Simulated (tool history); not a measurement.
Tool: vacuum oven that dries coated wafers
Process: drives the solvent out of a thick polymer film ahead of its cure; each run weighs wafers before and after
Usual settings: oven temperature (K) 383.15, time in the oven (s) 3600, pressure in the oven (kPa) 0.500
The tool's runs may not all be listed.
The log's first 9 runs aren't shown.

run	hour	oven temperature (K)	time in the oven (s)	pressure in the oven (kPa)	solvent left in the film (%)
10	224.9	383.15	3600	0.500	1.43
11	254.7	383.15	3600	0.500	1.37
12	270.4	370.15	3600	0.500	4.46
13	287.1	370.15	3600	0.500	4.49
14	308.7	370.15	3600	0.500	4.53
15	325.3	383.15	3600	0.548	1.50
16	348.9	383.15	3600	0.548	1.46
17	382.1	378.15	3600	0.500	2.37
18	408.9	369.15	3600	1.144	5.35
19	428.7	369.15	3600	1.404	5.63
20	462.7	383.15	6420	0.994	0.97
21	479.0	383.15	2100	0.253	3.40
22	504.1	383.15	2100	0.253	3.56
23	520.6	372.15	3600	0.500	4.05
24	538.0	382.15	3600	0.372	1.55
25	558.8	382.15	3600	0.852	1.87
26	576.1	395.15	6000	0.500	0.32
27	605.0	395.15	6000	0.500	0.40
28	622.4	395.15	6000	0.500	0.45
29	648.4	394.15	4260	0.589	0.52
30	669.5	386.15	3600	0.500	1.08
31	705.4	383.15	5460	0.500	0.81
32	731.3	388.15	3600	0.374	0.86
33	746.9	396.15	3600	1.952	1.03
34	761.8	396.15	3600	1.952	1.04

5 ways to go on from here, each from the tool as it stands after run 34. What would each give?
A	780.2	383.15	3600	1.952	?
B	780.2	375.15	6060	1.952	?
C	780.2	374.15	3600	0.520	?
D	780.2	396.15	3600	0.447	?
E	780.2	383.15	3600	0.445	?

run	solvent left in the film (%)
A	2.40
B	2.69
C	3.61
D	0.45
E	1.70
Without the tool's hidden state the same runs would have given:
run	solvent left in the film (%)
A	1.73
B	1.94
C	2.64
D	0.21
E	1.09
